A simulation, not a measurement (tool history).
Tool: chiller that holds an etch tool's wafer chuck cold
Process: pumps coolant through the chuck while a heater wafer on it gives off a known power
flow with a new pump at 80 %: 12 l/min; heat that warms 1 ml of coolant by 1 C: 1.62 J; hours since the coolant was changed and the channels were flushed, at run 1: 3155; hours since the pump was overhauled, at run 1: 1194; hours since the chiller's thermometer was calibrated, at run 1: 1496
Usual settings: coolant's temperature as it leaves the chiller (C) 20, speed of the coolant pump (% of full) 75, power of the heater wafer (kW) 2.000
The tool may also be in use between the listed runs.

run,hour,coolant's temperature as it leaves the chiller (C),speed of the coolant pump (% of full),power of the heater wafer (kW),hours since the coolant was changed and the channels were flushed,hours since the pump was overhauled,hours since the chiller's thermometer was calibrated,chuck's temperature once it has settled (K),how much warmer the coolant comes back (C)
1,0.0,20,75,2.000,3155,1194,1496,312.45,6.59
2,62.6,20,75,2.000,3217,1257,1559,312.55,6.71
3,115.5,20,75,2.000,3270,1310,1611,312.45,6.69
4,166.0,24,75,2.000,3321,1360,1662,316.35,6.67
5,225.8,14,75,2.000,3381,1420,1722,306.35,6.66
6,329.9,14,75,2.000,3485,1524,1826,306.45,6.65
7,426.5,14,75,2.000,3581,1621,1922,306.35,6.69
8,515.2,14,75,2.000,3670,1710,2011,306.35,6.69
9,562.3,14,75,2.000,3717,1757,2058,306.25,6.69
10,669.8,14,75,2.000,3825,1864,2166,306.35,6.76
# hour 695.9: chiller's thermometer calibrated
11,758.4,23,75,2.000,3912,1952,62,315.35,6.73
12,815.1,23,75,2.000,3969,2008,119,315.35,6.70
13,898.5,23,75,2.000,4052,2092,203,315.25,6.74
14,959.8,14,75,2.000,4114,2153,264,306.35,6.74
15,1017.7,14,75,2.000,4172,2211,322,306.35,6.78
16,1087.9,14,75,2.000,4242,2281,392,306.35,6.82
17,1191.0,11,75,1.832,4345,2384,495,301.65,6.24
18,1276.8,24,87,2.303,4431,2470,581,316.75,6.64
19,1359.4,22,91,1.194,4513,2553,663,304.95,3.36
20,1431.3,22,62,1.473,4585,2625,735,311.75,6.31
21,1533.7,22,62,1.473,4688,2727,838,311.65,6.29
22,1614.0,16,68,1.598,4768,2807,918,305.75,6.17
23,1685.6,16,68,1.598,4839,2879,990,305.85,6.18
24,1772.4,16,65,2.946,4926,2966,1076,321.15,11.72
25,1828.9,15,67,2.078,4983,3022,1133,309.85,8.09
26,1890.2,13,75,2.382,5044,3084,1194,309.15,8.20
# hour 1898.7: gauge calibrated
27,1951.4,13,75,2.382,5105,3145,1255,309.15,7.91
28,2006.6,26,66,2.436,5160,3200,1311,325.35,9.40
29,2079.5,12,75,1.232,5233,3273,1384,297.05,4.12
30,2187.0,27,65,2.244,5341,3380,1491,324.45,8.83
31,2266.4,27,65,1.688,5420,3460,1570,318.55,6.60

Hidden state or all else? Some run-to-run changes of how much warmer the coolant comes back (C), split into what the settings, what came in and random variation would give without the hidden state, and what is left for the hidden state (with any gauge scatter that isn't in both results):
The hidden state here: heat passed by the chuck's channels, % of clean ones'; flow at a given pump speed, % of a new pump's; coolant's true temperature over the reading, C; drift of the gauge itself on chuck_c, C; drift of the gauge itself on warmer_back_c, C.
Run 3 -> 4: coolant's temperature as it leaves the chiller (C) 20 -> 24. how much warmer the coolant comes back (C) -0.02: hidden state +0.02, all else -0.04.
Run 23 -> 24: speed of the coolant pump (% of full) 68 -> 65, power of the heater wafer (kW) 1.598 -> 2.946. how much warmer the coolant comes back (C) +5.54: hidden state +0.01, all else +5.53.
Run 26 -> 27: gauge calibrated. how much warmer the coolant comes back (C) -0.29: hidden state -0.26, all else -0.03.
Run 28 -> 29: coolant's temperature as it leaves the chiller (C) 26 -> 12, speed of the coolant pump (% of full) 66 -> 75, power of the heater wafer (kW) 2.436 -> 1.232. how much warmer the coolant comes back (C) -5.28: hidden state +0.01, all else -5.29.
Run 29 -> 30: coolant's temperature as it leaves the chiller (C) 12 -> 27, speed of the coolant pump (% of full) 75 -> 65, power of the heater wafer (kW) 1.232 -> 2.244. how much warmer the coolant comes back (C) +4.71: hidden state +0.03, all else +4.68.
